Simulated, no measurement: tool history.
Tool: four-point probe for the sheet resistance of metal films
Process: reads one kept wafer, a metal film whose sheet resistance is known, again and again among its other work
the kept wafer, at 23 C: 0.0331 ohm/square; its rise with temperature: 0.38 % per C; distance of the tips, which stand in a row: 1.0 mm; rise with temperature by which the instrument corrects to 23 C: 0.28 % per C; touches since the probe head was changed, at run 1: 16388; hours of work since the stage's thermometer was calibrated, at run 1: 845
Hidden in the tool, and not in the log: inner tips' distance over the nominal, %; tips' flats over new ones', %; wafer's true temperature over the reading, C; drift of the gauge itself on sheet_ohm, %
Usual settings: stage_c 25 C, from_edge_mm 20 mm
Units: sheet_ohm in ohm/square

run,day,stage_c,from_edge_mm,touches since the probe head was changed,hours of work since the stage's thermometer was calibrated,sheet_ohm
1,0.000,25,20,16388,845,0.033033
2,1.067,25,20,16878,861,0.033039
3,1.946,25,20,17280,875,0.033024
4,2.692,25,20,17622,886,0.033038
5,3.854,25,20,18156,904,0.033024
6,4.875,25,50,18625,919,0.032986
7,5.979,25,50,19130,936,0.032986
8,7.633,26,50,19889,961,0.033027
9,8.625,26,50,20344,976,0.033003
10,10.004,26,50,20976,997,0.032995
11,10.808,31,50,21345,1010,0.033175
12,12.154,25,20,21962,1030,0.033003
13,13.775,25,20,22706,1055,0.032994
14,15.296,25,20,23403,1078,0.032988
15,16.429,25,20,23924,1096,0.032991
16,17.512,25,20,24420,1112,0.032978
17,19.062,23,20,25132,1136,0.032911
18,19.933,25,46,25532,1149,0.032944
19,20.983,25,46,26012,1165,0.032938
20,22.388,25,20,26657,1186,0.032963
21,23.383,20,20,27114,1202,0.032803
22,24.054,20,20,27422,1212,0.032792
23,25.254,32,61,27970,1230,0.033158
24,26.812,21,8,28685,1254,0.033060
25,28.046,18,30,29252,1273,0.032683
26,29.596,33,40,29962,1296,0.033199
27,30.725,28,9,30480,1314,0.033209
28,31.875,20,6,31008,1331,0.033210
29,32.571,20,6,31326,1342,0.033211
30,34.125,20,6,32041,1366,0.033202
31,35.433,26,16,32640,1386,0.033003
32,36.125,26,16,32958,1396,0.032999
33,37.750,28,53,33703,1421,0.032989
34,38.525,28,53,34059,1433,0.032992
35,40.071,28,53,34766,1456,0.032990
36,41.167,18,18,35270,1473,0.032665
37,42.212,19,4,35749,1489,0.033722
38,43.229,19,4,36215,1504,0.033720
39,44.875,24,5,36971,1530,0.033525
40,46.358,25,18,37650,1552,0.032909
41,47.929,25,18,38372,1576,0.032915
42,49.321,24,5,39009,1597,0.033504
43,50.792,18,34,39684,1620,0.032608
44,52.283,33,41,40369,1643,0.033131

Forecast each of these 3 alternatives for the next run:
A,53.600,22,43,40971,1663,?
B,53.600,25,41,40971,1663,?
C,53.600,18,15,40971,1663,?

run,sheet_ohm
A,0.032749
B,0.032845
C,0.032669
Without the tool's hidden state the same runs would have given:
run,sheet_ohm
A,0.033080
B,0.033176
C,0.033000

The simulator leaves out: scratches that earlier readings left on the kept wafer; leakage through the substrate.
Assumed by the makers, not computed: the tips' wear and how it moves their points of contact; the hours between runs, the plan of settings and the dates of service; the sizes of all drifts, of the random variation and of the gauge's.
